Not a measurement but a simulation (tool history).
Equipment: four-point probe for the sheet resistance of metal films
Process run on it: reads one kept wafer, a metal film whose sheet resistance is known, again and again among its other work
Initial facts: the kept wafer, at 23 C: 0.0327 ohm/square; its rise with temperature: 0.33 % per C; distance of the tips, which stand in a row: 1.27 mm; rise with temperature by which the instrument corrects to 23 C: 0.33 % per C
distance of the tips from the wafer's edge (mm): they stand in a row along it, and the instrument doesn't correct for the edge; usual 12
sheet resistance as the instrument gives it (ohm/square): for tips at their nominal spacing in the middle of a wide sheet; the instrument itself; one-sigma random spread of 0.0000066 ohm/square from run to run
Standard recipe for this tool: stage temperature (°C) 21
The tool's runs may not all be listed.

| run | hour | stage temperature (°C) | distance of the tips from the wafer's edge (mm) | sheet resistance as the instrument gives it (ohm/square) |
|---|---|---|---|---|
| 1 | 0 | 21 | 12 | 0.032704 |
| 2 | 15.7 | 21 | 12 | 0.0327 |
| 3 | 27.2 | 21 | 12 | 0.032699 |
| 4 | 41.9 | 21 | 12 | 0.032704 |
| 5 | 50.5 | 21 | 12 | 0.032701 |
| 6 | 61 | 26 | 12 | 0.032724 |
| 7 | 69.7 | 22 | 12 | 0.032716 |
| 8 | 79.6 | 22 | 12 | 0.032711 |
| 9 | 89.5 | 22 | 12 | 0.032711 |
| 10 | 98.7 | 25 | 12 | 0.032714 |
|  | 100 | stage's thermometer calibrated |
| 11 | 108.2 | 28 | 58 | 0.032547 |
| 12 | 122.2 | 25 | 12 | 0.032729 |
| 13 | 131.4 | 19 | 16 | 0.032624 |
|  | 141.5 | stage's thermometer calibrated, once more |
| 14 | 143.5 | 21 | 7 | 0.03307 |
| 15 | 157.1 | 18 | 34 | 0.032524 |
| 16 | 171.4 | 27 | 12 | 0.032708 |
| 17 | 187.2 | 27 | 12 | 0.032705 |
| 18 | 196.5 | 27 | 6 | 0.033282 |
| 19 | 210.5 | 27 | 32 | 0.03254 |

What if the next run were any one of these 4? Each begins from the tool's condition after run 19:
| A | 223.8 | 27 | 44 | ? |
| B | 223.8 | 20 | 15 | ? |
| C | 223.8 | 22 | 11 | ? |
| D | 223.8 | 33 | 72 | ? |

| run | sheet resistance as the instrument gives it (ohm/square) |
|---|---|
| A | 0.032516 |
| B | 0.03263 |
| C | 0.032738 |
| D | 0.032531 |
Without the tool's unlogged condition, the same runs would have read:
| run | sheet resistance as the instrument gives it (ohm/square) |
|---|---|
| A | 0.032709 |
| B | 0.032824 |
| C | 0.032932 |
| D | 0.032724 |
